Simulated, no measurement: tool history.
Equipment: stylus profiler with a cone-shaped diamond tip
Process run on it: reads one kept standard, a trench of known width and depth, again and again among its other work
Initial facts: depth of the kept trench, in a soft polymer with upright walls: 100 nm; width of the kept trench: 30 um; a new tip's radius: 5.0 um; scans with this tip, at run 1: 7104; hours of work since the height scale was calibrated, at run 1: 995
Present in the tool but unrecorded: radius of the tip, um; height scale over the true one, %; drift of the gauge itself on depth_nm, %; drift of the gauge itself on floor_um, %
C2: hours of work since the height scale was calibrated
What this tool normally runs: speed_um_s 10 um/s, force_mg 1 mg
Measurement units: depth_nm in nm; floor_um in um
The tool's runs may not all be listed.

run 1 hour=0.0 | speed_um_s=10 force_mg=1 | scans_with_this_tip=7104 C2=995 | depth_nm=100.79 floor_um=27.91
run 2 hour=38.9 | speed_um_s=10 force_mg=1 | scans_with_this_tip=7320 C2=1026 | depth_nm=100.82 floor_um=27.86
run 3 hour=96.0 | speed_um_s=10 force_mg=1 | scans_with_this_tip=7638 C2=1070 | depth_nm=100.82 floor_um=27.92
run 4 hour=130.1 | speed_um_s=15 force_mg=1 | scans_with_this_tip=7829 C2=1097 | depth_nm=100.81 floor_um=27.92
run 5 hour=171.4 | speed_um_s=7 force_mg=1 | scans_with_this_tip=8059 C2=1129 | depth_nm=100.86 floor_um=27.96
run 6 hour=215.6 | speed_um_s=7 force_mg=1 | scans_with_this_tip=8305 C2=1164 | depth_nm=100.80 floor_um=27.97
run 7 hour=263.9 | speed_um_s=7 force_mg=1 | scans_with_this_tip=8574 C2=1201 | depth_nm=100.86 floor_um=27.97
run 8 hour=293.0 | speed_um_s=10 force_mg=1 | scans_with_this_tip=8736 C2=1224 | depth_nm=100.92 floor_um=27.88

What will run 9 give?
run 9 hour=354.5 | speed_um_s=10 force_mg=1 | scans_with_this_tip=9078 C2=1272 | depth_nm=? floor_um=?

{"run 9": {"depth_nm": 100.82, "floor_um": 27.95}}
The same run, on a tool lacking any hidden state, would have yielded depth_nm 100.81 nm, floor_um 27.97 um.
